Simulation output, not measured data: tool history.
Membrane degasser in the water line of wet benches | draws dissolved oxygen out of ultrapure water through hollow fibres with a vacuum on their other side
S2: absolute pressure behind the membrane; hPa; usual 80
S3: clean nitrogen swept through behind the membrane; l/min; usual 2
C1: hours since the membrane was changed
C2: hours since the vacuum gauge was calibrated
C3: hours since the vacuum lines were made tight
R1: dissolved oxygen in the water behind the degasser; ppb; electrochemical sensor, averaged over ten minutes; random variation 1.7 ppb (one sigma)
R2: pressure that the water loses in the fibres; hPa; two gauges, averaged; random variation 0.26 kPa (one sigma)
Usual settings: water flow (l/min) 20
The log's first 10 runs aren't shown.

run 11 hour=2100.2 | water_flow_(l/min)=19 S2=131.3 S3=4.72 | C1=6465 C2=593 C3=2673 | R1=164 R2=703.7
run 12 hour=2267.4 | water_flow_(l/min)=20 S2=52.1 S3=2 | C1=6632 C2=760 C3=2840 | R1=132.3 R2=744.8
run 13 hour=2444.8 | water_flow_(l/min)=20 S2=113.7 S3=2 | C1=6810 C2=938 C3=3017 | R1=278 R2=742.7
run 14 hour=2576.8 | water_flow_(l/min)=20 S2=113.7 S3=2 | C1=6942 C2=1070 C3=3149 | R1=274.7 R2=749
-- hour=2756.9 vacuum gauge calibrated, once more
run 15 hour=2787.1 | water_flow_(l/min)=20 S2=113.7 S3=2 | C1=7151 C2=30 C3=3359 | R1=263.8 R2=745.2
run 16 hour=3035.2 | water_flow_(l/min)=20 S2=113.7 S3=2 | C1=7400 C2=278 C3=3607 | R1=269.2 R2=753.3
run 17 hour=3142.8 | water_flow_(l/min)=20 S2=185.4 S3=4.04 | C1=7507 C2=386 C3=3715 | R1=255.7 R2=748.6
run 18 hour=3273.8 | water_flow_(l/min)=20 S2=185.4 S3=4.04 | C1=7638 C2=517 C3=3846 | R1=258.9 R2=751.1
run 19 hour=3501.5 | water_flow_(l/min)=21 S2=65.8 S3=1.49 | C1=7866 C2=745 C3=4073 | R1=204.7 R2=789.4
run 20 hour=3738.4 | water_flow_(l/min)=21 S2=95.3 S3=1.49 | C1=8103 C2=982 C3=4310 | R1=305.9 R2=788.6
run 21 hour=3888.8 | water_flow_(l/min)=21 S2=95.3 S3=1.49 | C1=8253 C2=1132 C3=4461 | R1=296.8 R2=801.5
run 22 hour=4010.7 | water_flow_(l/min)=21 S2=57.2 S3=4.02 | C1=8375 C2=1254 C3=4583 | R1=133 R2=795
run 23 hour=4137.8 | water_flow_(l/min)=25 S2=57.2 S3=1.37 | C1=8502 C2=1381 C3=4710 | R1=290 R2=952
run 24 hour=4391.5 | water_flow_(l/min)=18 S2=185.2 S3=1.37 | C1=8756 C2=1635 C3=4963 | R1=507 R2=683.1
run 25 hour=4620.2 | water_flow_(l/min)=18 S2=80 S3=2 | C1=8985 C2=1863 C3=5192 | R1=156.9 R2=690
run 26 hour=4788.8 | water_flow_(l/min)=13 S2=80 S3=4.71 | C1=9153 C2=2032 C3=5361 | R1=44 R2=495.9
run 27 hour=5010.5 | water_flow_(l/min)=20 S2=126 S3=2.92 | C1=9375 C2=2254 C3=5582 | R1=240 R2=767.3
run 28 hour=5234.1 | water_flow_(l/min)=15 S2=110.2 S3=3.71 | C1=9598 C2=2477 C3=5806 | R1=104.8 R2=577
run 29 hour=5425.1 | water_flow_(l/min)=12 S2=143.1 S3=0.93 | C1=9789 C2=2668 C3=5997 | R1=340.3 R2=462.7
run 30 hour=5640.2 | water_flow_(l/min)=14 S2=163.6 S3=4.75 | C1=10005 C2=2883 C3=6212 | R1=117.3 R2=542.1
run 31 hour=5866.5 | water_flow_(l/min)=18 S2=80 S3=0.93 | C1=10231 C2=3110 C3=6438 | R1=271.9 R2=695.2
run 32 hour=6101.3 | water_flow_(l/min)=20 S2=113.7 S3=3.08 | C1=10466 C2=3344 C3=6673 | R1=221.3 R2=776.4

3 ways to go on from here, each from the tool as it stands after run 32. What would each give?
run A hour=6349.3 | water_flow_(l/min)=20 S2=190.8 S3=2 | C1=10714 C2=3592 C3=6921 | R1=? R2=?
run B hour=6349.3 | water_flow_(l/min)=16 S2=98.9 S3=3.53 | C1=10714 C2=3592 C3=6921 | R1=? R2=?
run C hour=6349.3 | water_flow_(l/min)=27 S2=80 S3=2 | C1=10714 C2=3592 C3=6921 | R1=? R2=?

run=A R1=457.6 R2=777.2
run=B R1=112.6 R2=618.9
run=C R1=406.6 R2=1054
Without the tool's hidden state the same runs would have given:
run=A R1=408.3 R2=695.1
run=B R1=91 R2=553.6
run=C R1=313.8 R2=942.8
